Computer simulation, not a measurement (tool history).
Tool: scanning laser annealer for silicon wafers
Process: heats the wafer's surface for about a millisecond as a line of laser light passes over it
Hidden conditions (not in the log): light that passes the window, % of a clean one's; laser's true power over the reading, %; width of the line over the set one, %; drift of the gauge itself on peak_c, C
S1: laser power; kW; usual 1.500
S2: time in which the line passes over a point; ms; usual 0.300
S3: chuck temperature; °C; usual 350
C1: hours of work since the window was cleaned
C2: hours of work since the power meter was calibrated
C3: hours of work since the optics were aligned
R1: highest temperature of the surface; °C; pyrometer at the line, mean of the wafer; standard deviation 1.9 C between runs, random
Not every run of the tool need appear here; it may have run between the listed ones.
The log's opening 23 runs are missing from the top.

{"run": 24, "hour": 1504.2, "S1": 1.549, "S2": 0.222, "S3": 350, "C1": 180, "C2": 107, "C3": 588, "R1": 997}
{"run": 25, "hour": 1572.2, "S1": 1.549, "S2": 0.222, "S3": 350, "C1": 214, "C2": 140, "C3": 622, "R1": 998}
{"run": 26, "hour": 1650.0, "S1": 1.549, "S2": 0.214, "S3": 317, "C1": 251, "C2": 178, "C3": 659, "R1": 947}
{"run": 27, "hour": 1709.1, "S1": 1.549, "S2": 0.214, "S3": 362, "C1": 280, "C2": 206, "C3": 688, "R1": 989}
{"run": 28, "hour": 1783.2, "S1": 1.549, "S2": 0.214, "S3": 362, "C1": 316, "C2": 242, "C3": 724, "R1": 987}
{"run": 29, "hour": 1822.7, "S1": 1.549, "S2": 0.214, "S3": 362, "C1": 336, "C2": 262, "C3": 744, "R1": 987}
{"run": 30, "hour": 1887.0, "S1": 1.5, "S2": 0.236, "S3": 333, "C1": 367, "C2": 293, "C3": 775, "R1": 970}
{"run": 31, "hour": 1932.4, "S1": 1.385, "S2": 0.317, "S3": 333, "C1": 389, "C2": 315, "C3": 797, "R1": 1014}
{"run": 32, "hour": 1981.6, "S1": 1.385, "S2": 0.317, "S3": 333, "C1": 413, "C2": 339, "C3": 821, "R1": 1014}
{"run": 33, "hour": 2020.6, "S1": 1.5, "S2": 0.29, "S3": 350, "C1": 432, "C2": 358, "C3": 840, "R1": 1061}
{"run": 34, "hour": 2061.7, "S1": 1.39, "S2": 0.3, "S3": 314, "C1": 452, "C2": 378, "C3": 860, "R1": 978}
{"run": 35, "hour": 2130.7, "S1": 1.438, "S2": 0.3, "S3": 350, "C1": 486, "C2": 412, "C3": 894, "R1": 1036}

For run 36, what comes out?
{"run": 36, "hour": 2181.0, "S1": 1.481, "S2": 0.3, "S3": 350, "C1": 510, "C2": 436, "C3": 918, "R1": "?"}

{"run 36": {"R1": 1058}}
Had the tool carried no hidden state, the very same run would have given R1 1091 °C.
